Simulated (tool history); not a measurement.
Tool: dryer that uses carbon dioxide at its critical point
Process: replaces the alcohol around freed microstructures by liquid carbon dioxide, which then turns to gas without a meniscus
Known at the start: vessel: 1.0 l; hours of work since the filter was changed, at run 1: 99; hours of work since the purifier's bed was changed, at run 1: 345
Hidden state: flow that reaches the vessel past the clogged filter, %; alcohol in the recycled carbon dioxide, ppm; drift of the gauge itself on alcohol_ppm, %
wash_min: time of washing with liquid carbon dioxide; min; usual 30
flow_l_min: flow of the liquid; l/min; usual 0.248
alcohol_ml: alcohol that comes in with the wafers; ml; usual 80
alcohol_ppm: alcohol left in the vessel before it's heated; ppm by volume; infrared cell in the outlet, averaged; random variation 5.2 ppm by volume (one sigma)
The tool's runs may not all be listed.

run	hour	wash_min	flow_l_min	alcohol_ml	hours of work since the filter was changed	hours of work since the purifier's bed was changed	alcohol_ppm
1	0	30	0.248	80	99	345	214
2	60.4	30	0.248	80	136	382	232
3	109	30	0.248	80	166	412	266
4	170.7	45	0.248	80	204	450	160
5	233.9	45	0.397	80	242	488	170
6	266.3	30	0.166	80	262	508	1347
7	311	30	0.248	80	289	536	331
8	381.2	21	0.248	80	332	578	1259
9	431.3	21	0.248	80	363	609	1284
10	492.9	21	0.248	80	401	647	1355
11	544.9	21	0.248	80	432	679	1423
12	585.2	21	0.168	90	457	703	5597
13	641.3	30	0.337	80	491	737	288
14	705.6	30	0.337	80	531	777	309
# hour 726.8: inlet filter changed
15	751.5	30	0.337	80	15	804	294
# hour 759.1: purifier's bed changed
16	787.8	30	0.337	80	35	18	20
17	836	21	0.248	80	65	47	719
18	908	21	0.254	23	109	91	238
19	945.6	47	0.248	99	132	114	49

Forecast each of these 5 alternatives for the next run:
A	985	19	0.217	60	156	138	?
B	985	43	0.195	99	156	138	?
C	985	23	0.243	64	156	138	?
D	985	30	0.223	26	156	138	?
E	985	47	0.248	23	156	138	?

run	alcohol_ppm
A	1603
B	125
C	520
D	126
E	57
Without the tool's hidden state the same runs would have given:
run	alcohol_ppm
A	1297
B	57
C	368
D	61
E	8
